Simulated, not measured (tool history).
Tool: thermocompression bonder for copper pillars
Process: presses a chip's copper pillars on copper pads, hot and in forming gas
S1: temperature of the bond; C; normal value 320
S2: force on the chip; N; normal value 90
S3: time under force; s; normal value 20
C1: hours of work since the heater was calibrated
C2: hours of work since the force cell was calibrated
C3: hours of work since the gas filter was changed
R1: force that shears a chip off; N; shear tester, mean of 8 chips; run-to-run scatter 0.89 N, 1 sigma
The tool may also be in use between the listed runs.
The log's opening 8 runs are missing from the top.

run     day   S1   S2  S3   C1    C2   C3     R1
     13.233  -- forming gas filter changed
  9  14.158  296   94  20  113  1351   14   91.0
 10  15.362  296   94  20  132  1369   32   91.6
 11  16.800  320   93  20  154  1391   54  101.8
 12  17.833  320   93  20  169  1407   70  101.9
     18.121  -- force cell calibrated
 13  20.079  320   90  20  203    30  103   92.4
 14  21.567  320   90  20  225    52  126   92.8
 15  23.354  320   74  20  252    80  153   79.2
 16  24.554  320   74  20  271    98  171   77.7
     26.392  -- forming gas filter changed
 17  26.692  320   74  16  303   130    5   79.3
 18  28.292  320   74  16  327   154   29   76.3
 19  30.008  320   90  10  353   180   55   77.8
 20  32.208  320   90  10  387   214   88   77.6
 21  34.042  320   90  10  415   242  116   75.1
 22  36.338  320   90  10  450   277  151   74.7
 23  38.542  293   90  12  483   310  185   63.9
     39.612  -- forming gas filter changed
 24  40.600  293   90  12  514   341   15   68.0
 25  42.158  320  134  20  538   365   39  116.5
 26  44.125  342   67  13  568   395   69   75.3
 27  45.338  342   67  13  586   413   87   74.8
 28  46.717  342   58  42  607   434  108   93.7
 29  49.129  320   90  16  644   471  145   84.1
 30  50.150  342   97  41  659   487  160  116.6

Run 31 has not been measured yet. What should we expect?
 31  51.817  301  97  35  685  512  186   ?

{"run 31": {"R1": 97.0}}
Minus the tool's unlogged condition, the same run would have read R1 104.4 N.
